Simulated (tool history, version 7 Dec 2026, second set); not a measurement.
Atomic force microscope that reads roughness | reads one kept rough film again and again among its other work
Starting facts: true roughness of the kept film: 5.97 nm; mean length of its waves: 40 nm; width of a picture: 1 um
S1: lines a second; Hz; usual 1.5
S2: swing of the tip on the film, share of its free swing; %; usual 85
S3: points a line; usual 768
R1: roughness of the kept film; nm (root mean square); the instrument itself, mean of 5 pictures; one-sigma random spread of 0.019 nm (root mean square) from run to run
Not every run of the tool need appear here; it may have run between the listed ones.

run   hour    S1  S2   S3     R1
  1      0   1.5  85  768  3.971
  2   13.3   1.5  85  768  3.886
  3     40   1.5  85  768  3.716
  4   66.5   1.5  69  768  3.986
  5   91.5   1.5  69  768  4.857
  6  111.1  1.55  69  768  4.678
  7  136.8  1.55  69  768  4.475
  8  149.8  1.55  69  768   4.38
  9  170.6  1.55  69  768  4.232
 10  189.9  1.55  69  768  4.097
 11  202.3  1.55  69  768  4.009
 12  227.3   1.5  85  768  4.428
 13  249.7   1.5  63  768  4.846
 14    265   1.5  84  768   4.17
 15  288.3   1.5  78  768  4.177
 16  311.2   1.5  78  768   4.05
 17  323.2   1.5  78  768  3.928
 18  338.8   1.5  78  768  3.893
 19  365.9   1.5  78  746  4.629
 20  383.9   1.5  78  746  4.527
 21  400.8   1.5  85  768   4.21
 22  415.4   1.5  85  768  4.068
 23  433.3   1.5  85  768  3.967
 24  449.6  1.04  69  768  4.388
 25  472.3  1.04  69  768  4.245
 26  490.6  1.04  69  768  5.151
 27  518.7  1.04  69  768  4.953
 28    532  3.24  90  473  3.254
 29  545.6  3.24  90  473  3.168
 30  562.7   0.5  90  521  4.486
 31  590.6  0.87  59  623  4.544
 32  612.2  3.09  61  584  4.035
 33  633.3  1.82  59  263  5.134
 34    648  1.95  56  550  5.056
 35  676.8   1.5  85  890  4.153
 36  702.5  1.38  85  768  4.036
 37  719.2  1.38  85  768  3.903
 38  735.7  2.95  88  768  3.095
 39  765.5  2.95  79  511  4.214
 40  792.1  2.95  79  511  3.987
 41  818.6   1.5  64  768  4.759
 42  840.7  0.79  85  799  4.367
 43  859.5  3.22  60  373  4.228
 44  882.3   1.5  73  768  4.068

Taken out of this log: 8 entries between the listed runs. Where each belongs, and how the hidden state differs across it:
After run 4, before run 5: new tip fitted (hour 71.6)
  radius of the tip, nm: 24.5 -> 7.8; height scale over the true one, %: -0.49 -> -0.5
  difference, measured minus the result without the unlogged condition, R1: -1.091 -> -0.213 nm (root mean square)
After run 11, before run 12: new tip fitted (hour 209.9)
  radius of the tip, nm: 23.2 -> 7.3; height scale over the true one, %: -0.56 -> -0.57
  difference, measured minus the result without the unlogged condition, R1: -1.029 -> -0.163 nm (root mean square)
After run 15, before run 16: height scale calibrated on a step standard (hour 291.6)
  radius of the tip, nm: 15.7 -> 18.6; height scale over the true one, %: -0.6 -> -0.81
  difference, measured minus the result without the unlogged condition, R1: -0.641 -> -0.795 nm (root mean square)
After run 18, before run 19: new tip fitted (hour 349.7)
  radius of the tip, nm: 22.3 -> 7.4; height scale over the true one, %: -0.82 -> -0.84
  difference, measured minus the result without the unlogged condition, R1: -0.963 -> -0.195 nm (root mean square)
After run 19, before run 20: height scale calibrated on a step standard, once more (hour 379.7)
  radius of the tip, nm: 7.4 -> 9.7; height scale over the true one, %: -0.84 -> 0.11
  difference, measured minus the result without the unlogged condition, R1: -0.195 -> -0.288 nm (root mean square)
After run 25, before run 26: new tip fitted (hour 489.9)
  radius of the tip, nm: 21.9 -> 5.5; height scale over the true one, %: 0.07 -> 0.06
  difference, measured minus the result without the unlogged condition, R1: -0.98 -> -0.034 nm (root mean square)
After run 32, before run 33: new tip fitted (hour 627.7)
  radius of the tip, nm: 21.6 -> 6.2; height scale over the true one, %: 0 -> -0.01
  difference, measured minus the result without the unlogged condition, R1: -0.918 -> -0.089 nm (root mean square)
After run 38, before run 39: new tip fitted (hour 765.5)
  radius of the tip, nm: 20.7 -> 5.1; height scale over the true one, %: -0.06 -> -0.07
  difference, measured minus the result without the unlogged condition, R1: -0.67 -> -0.008 nm (root mean square)
